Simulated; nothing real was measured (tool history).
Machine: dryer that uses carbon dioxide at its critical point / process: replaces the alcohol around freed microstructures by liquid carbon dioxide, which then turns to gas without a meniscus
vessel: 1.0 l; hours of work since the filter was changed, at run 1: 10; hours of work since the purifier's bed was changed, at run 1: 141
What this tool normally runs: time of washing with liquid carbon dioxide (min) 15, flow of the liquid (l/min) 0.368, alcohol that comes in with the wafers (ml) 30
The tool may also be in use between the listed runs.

| run | hour | time of washing with liquid carbon dioxide (min) | flow of the liquid (l/min) | alcohol that comes in with the wafers (ml) | hours of work since the filter was changed | hours of work since the purifier's bed was changed | alcohol left in the vessel before it's heated (ppm by volume) |
|---|---|---|---|---|---|---|---|
| 1 | 0.0 | 15 | 0.368 | 30 | 10 | 141 | 536 |
| 2 | 57.9 | 15 | 0.368 | 30 | 45 | 177 | 563 |
| 3 | 108.7 | 15 | 0.368 | 30 | 76 | 208 | 593 |
| 4 | 166.5 | 15 | 0.368 | 30 | 112 | 243 | 637 |
| 5 | 222.2 | 15 | 0.368 | 30 | 146 | 277 | 653 |
| 6 | 284.8 | 12 | 0.368 | 30 | 184 | 315 | 1412 |
| 7 | 333.8 | 15 | 0.390 | 30 | 214 | 345 | 568 |
| 8 | 391.6 | 15 | 0.368 | 20 | 250 | 381 | 546 |
| 9 | 430.6 | 15 | 0.368 | 20 | 273 | 404 | 518 |
| 10 | 466.2 | 15 | 0.368 | 30 | 295 | 426 | 772 |
| 11 | 496.0 | 15 | 0.368 | 30 | 313 | 444 | 798 |
| 12 | 545.8 | 15 | 0.368 | 25 | 344 | 475 | 726 |
|  | 595.7 | inlet filter changed |
| 13 | 612.4 | 15 | 0.368 | 25 | 10 | 515 | 531 |
| 14 | 673.2 | 15 | 0.368 | 30 | 47 | 552 | 623 |
| 15 | 711.1 | 15 | 0.368 | 30 | 71 | 575 | 651 |
| 16 | 759.4 | 15 | 0.368 | 30 | 100 | 605 | 699 |
| 17 | 806.3 | 15 | 0.368 | 30 | 129 | 634 | 752 |
| 18 | 869.0 | 15 | 0.368 | 30 | 167 | 672 | 755 |
| 19 | 899.3 | 15 | 0.368 | 30 | 186 | 690 | 786 |
| 20 | 964.3 | 15 | 0.368 | 30 | 225 | 730 | 834 |
| 21 | 998.2 | 15 | 0.368 | 30 | 246 | 751 | 871 |
| 22 | 1065.6 | 15 | 0.368 | 30 | 287 | 792 | 905 |
| 23 | 1104.5 | 15 | 0.252 | 30 | 311 | 816 | 2689 |
| 24 | 1149.0 | 15 | 0.252 | 30 | 338 | 843 | 2745 |
|  | 1208.5 | inlet filter changed |
| 25 | 1215.8 | 15 | 0.510 | 30 | 4 | 883 | 239 |
| 26 | 1266.5 | 15 | 0.510 | 30 | 36 | 914 | 247 |
| 27 | 1332.6 | 11 | 0.555 | 53 | 76 | 955 | 775 |

Forecast run 28:
| 28 | 1365.0 | 22 | 0.368 | 43 | 96 | 975 | ? |

alcohol left in the vessel before it's heated (ppm by volume): 281
Minus the tool's unlogged condition, the same run would have read alcohol left in the vessel before it's heated (ppm by volume) 102.

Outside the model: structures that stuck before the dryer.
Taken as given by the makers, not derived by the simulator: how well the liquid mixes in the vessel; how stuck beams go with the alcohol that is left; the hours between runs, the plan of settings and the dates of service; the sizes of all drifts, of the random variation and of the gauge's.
